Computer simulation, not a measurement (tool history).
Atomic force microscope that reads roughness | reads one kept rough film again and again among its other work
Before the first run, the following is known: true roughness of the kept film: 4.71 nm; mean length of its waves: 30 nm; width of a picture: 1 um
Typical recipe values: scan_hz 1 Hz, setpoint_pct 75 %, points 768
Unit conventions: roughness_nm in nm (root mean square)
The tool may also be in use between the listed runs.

Run 1, day 0: usual settings. Result: roughness_nm 4.146 nm (root mean square).
Run 2, day 1.35: usual settings. Result: roughness_nm 4.124 nm (root mean square).
At day 1.946: new tip fitted.
Run 3, day 2.292: usual settings. Result: roughness_nm 4.133 nm (root mean square).
Run 4, day 3.042: usual settings. Result: roughness_nm 4.13 nm (root mean square).
Run 5, day 3.638: usual settings. Result: roughness_nm 4.152 nm (root mean square).
At day 4.367: new tip fitted.
Run 6, day 4.742: usual settings. Result: roughness_nm 4.152 nm (root mean square).
Run 7, day 5.9: usual settings. Result: roughness_nm 4.11 nm (root mean square).
At day 6.767: new tip fitted.
Run 8, day 7.333: usual settings. Result: roughness_nm 4.15 nm (root mean square).
Run 9, day 7.925: usual settings. Result: roughness_nm 4.12 nm (root mean square).
Run 10, day 8.504: usual settings. Result: roughness_nm 4.15 nm (root mean square).
At day 9.121: new tip fitted.
Run 11, day 9.888: usual settings. Result: roughness_nm 4.148 nm (root mean square).
Run 12, day 11.238: usual settings but points 297. Result: roughness_nm 4.073 nm (root mean square).
At day 11.471: new tip fitted.
Run 13, day 11.908: usual settings but points 297. Result: roughness_nm 4.086 nm (root mean square).
Run 14, day 12.771: usual settings. Result: roughness_nm 4.147 nm (root mean square).
At day 13.879: new tip fitted.
Run 15, day 14.225: usual settings. Result: roughness_nm 4.163 nm (root mean square).
Run 16, day 15.121: usual settings. Result: roughness_nm 4.188 nm (root mean square).
Run 17, day 16.029: usual settings but scan_hz 1.29 Hz, setpoint_pct 62 %. Result: roughness_nm 4.156 nm (root mean square).
At day 16.254: new tip fitted.
Run 18, day 17: usual settings but scan_hz 1.29 Hz, setpoint_pct 62 %. Result: roughness_nm 4.178 nm (root mean square).
Run 19, day 18.129: usual settings but scan_hz 1.29 Hz, setpoint_pct 62 %. Result: roughness_nm 4.214 nm (root mean square).
At day 18.658: new tip fitted.
Run 20, day 18.888: usual settings but scan_hz 1.29 Hz, setpoint_pct 62 %. Result: roughness_nm 4.16 nm (root mean square).
Run 21, day 20.212: usual settings but scan_hz 1.29 Hz, setpoint_pct 62 %. Result: roughness_nm 4.177 nm (root mean square).
Run 22, day 20.946: usual settings but scan_hz 0.93 Hz, points 686. Result: roughness_nm 4.141 nm (root mean square).
At day 21.025: new tip fitted.
Run 23, day 22.225: usual settings but scan_hz 0.56 Hz, points 610. Result: roughness_nm 4.158 nm (root mean square).
Run 24, day 22.804: usual settings but scan_hz 0.56 Hz, points 610. Result: roughness_nm 4.218 nm (root mean square).
At day 23.367: new tip fitted.
Run 25, day 24.183: usual settings but scan_hz 1.15 Hz, setpoint_pct 64 %. Result: roughness_nm 4.18 nm (root mean square).
Run 26, day 25.546: usual settings but setpoint_pct 60 %, points 596. Result: roughness_nm 4.172 nm (root mean square).
At day 25.696: new tip fitted.
Run 27, day 26.904: usual settings but setpoint_pct 60 %, points 596. Result: roughness_nm 4.188 nm (root mean square).
At day 28.05: new tip fitted.
Run 28, day 28.238: usual settings but scan_hz 1.55 Hz, points 626. Result: roughness_nm 4.062 nm (root mean square).

Each row is a separate what-if for the run after 28, all from the same tool condition, not one after another. Results?
Run A, day 29.042: usual settings but scan_hz 1.55 Hz, setpoint_pct 74 %, points 626. Result: roughness_nm ?.
Run B, day 29.042: usual settings but scan_hz 2.46 Hz. Result: roughness_nm ?.
Run C, day 29.042: usual settings but scan_hz 3.6 Hz, points 638. Result: roughness_nm ?.
Run D, day 29.042: usual settings but scan_hz 0.75 Hz, setpoint_pct 60 %, points 274. Result: roughness_nm ?.

run  roughness_nm
  A         4.089
  B          3.99
  C         3.888
  D         4.139
Had the tool no hidden state, the same runs would have come out as:
run  roughness_nm
  A         4.097
  B         3.998
  C         3.896
  D         4.148
